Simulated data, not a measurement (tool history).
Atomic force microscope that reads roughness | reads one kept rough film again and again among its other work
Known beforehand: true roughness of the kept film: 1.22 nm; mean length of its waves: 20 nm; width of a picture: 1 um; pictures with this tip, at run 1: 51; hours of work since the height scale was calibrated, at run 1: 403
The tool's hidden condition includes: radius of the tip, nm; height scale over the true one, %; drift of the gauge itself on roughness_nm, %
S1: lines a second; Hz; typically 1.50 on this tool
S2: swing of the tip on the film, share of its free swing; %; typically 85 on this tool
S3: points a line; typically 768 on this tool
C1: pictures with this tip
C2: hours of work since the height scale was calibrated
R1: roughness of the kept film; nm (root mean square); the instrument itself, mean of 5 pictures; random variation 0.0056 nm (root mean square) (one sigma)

run	day	S1	S2	S3	C1	C2	R1
1	0.000	1.50	85	768	51	403	0.988
2	1.546	1.50	85	422	79	420	0.977
3	2.350	1.50	85	422	93	429	0.976
4	3.425	1.50	85	422	112	441	0.981
5	5.000	1.50	85	422	141	459	0.980
6	6.150	1.50	64	422	162	472	1.038
7	7.633	1.50	64	422	188	488	1.030
# day 7.975: new tip fitted
8	9.292	1.50	64	422	24	506	1.042
9	10.775	0.91	64	422	51	523	1.058
10	12.021	0.91	64	422	73	537	1.046
11	13.725	1.50	85	768	104	556	0.982
12	15.458	1.50	85	768	135	576	0.979
13	16.950	1.50	85	768	162	592	0.991
14	18.088	1.50	73	768	183	605	1.020
# day 18.612: new tip fitted
15	19.912	1.50	73	768	23	625	1.021
16	20.796	1.50	73	768	39	635	1.024
17	21.946	1.50	73	768	60	648	1.039
18	23.275	1.50	73	768	84	663	1.035
19	24.962	1.50	73	768	115	682	1.028
20	26.758	1.50	73	768	147	702	1.023
21	28.021	1.50	73	768	170	716	1.032
22	29.192	1.50	85	388	191	729	0.970
# day 29.346: new tip fitted
23	30.458	1.50	85	768	20	743	1.002
24	31.933	1.50	61	768	47	760	1.063
25	33.679	1.57	79	312	79	779	0.997
26	34.512	2.93	74	312	94	788	0.958
27	36.033	2.93	74	312	121	805	0.961
28	37.246	1.59	79	437	143	819	0.987
29	38.196	0.78	85	342	160	830	1.017
30	39.433	1.50	72	309	182	844	1.006
# day 39.996: new tip fitted
31	40.712	1.50	65	410	13	858	1.039
32	42.296	1.50	65	410	42	875	1.043
33	43.275	1.08	69	591	60	886	1.049
34	44.504	1.50	85	768	82	900	0.993
35	45.612	1.50	74	537	102	913	1.009
36	46.796	0.57	85	382	123	926	1.031
37	47.638	1.50	57	539	138	935	1.051
38	48.862	1.85	70	539	160	949	1.017
39	50.071	1.85	70	539	182	962	1.029
# day 50.646: new tip fitted
40	51.883	1.99	70	315	23	983	1.004
41	53.104	1.99	70	315	45	996	1.008
42	54.204	1.50	85	524	64	1009	0.992
43	54.962	1.50	85	524	78	1017	0.991
44	55.817	1.50	85	524	94	1027	0.973
45	56.817	2.93	68	777	112	1038	1.010
46	57.938	2.93	68	777	132	1050	1.007
47	59.242	1.55	65	369	155	1065	1.031
48	60.379	1.55	84	360	176	1078	0.976

For some of the steps in R1 from one run to the next: how much would appear even if the tool had no hidden state, given the settings, what came in and random variation, and how much remains for the hidden state plus any gauge scatter that the measured result and the result without hidden state don't share?
Run 7 -> 8: new tip fitted. R1 +0.012 nm (root mean square): hidden state +0.006, all else +0.006.
Run 10 -> 11: S1 0.91 -> 1.50, S2 64 -> 85, S3 422 -> 768. R1 -0.064 nm (root mean square): hidden state +0.000, all else -0.064.
Run 21 -> 22: S2 73 -> 85, S3 768 -> 388. R1 -0.062 nm (root mean square): hidden state -0.001, all else -0.061.
Run 22 -> 23: S3 388 -> 768, new tip fitted. R1 +0.032 nm (root mean square): hidden state +0.007, all else +0.025.
Run 24 -> 25: S1 1.50 -> 1.57, S2 61 -> 79, S3 768 -> 312. R1 -0.066 nm (root mean square): hidden state -0.001, all else -0.065.
Run 30 -> 31: S2 72 -> 65, S3 309 -> 410, new tip fitted. R1 +0.033 nm (root mean square): hidden state +0.006, all else +0.027.
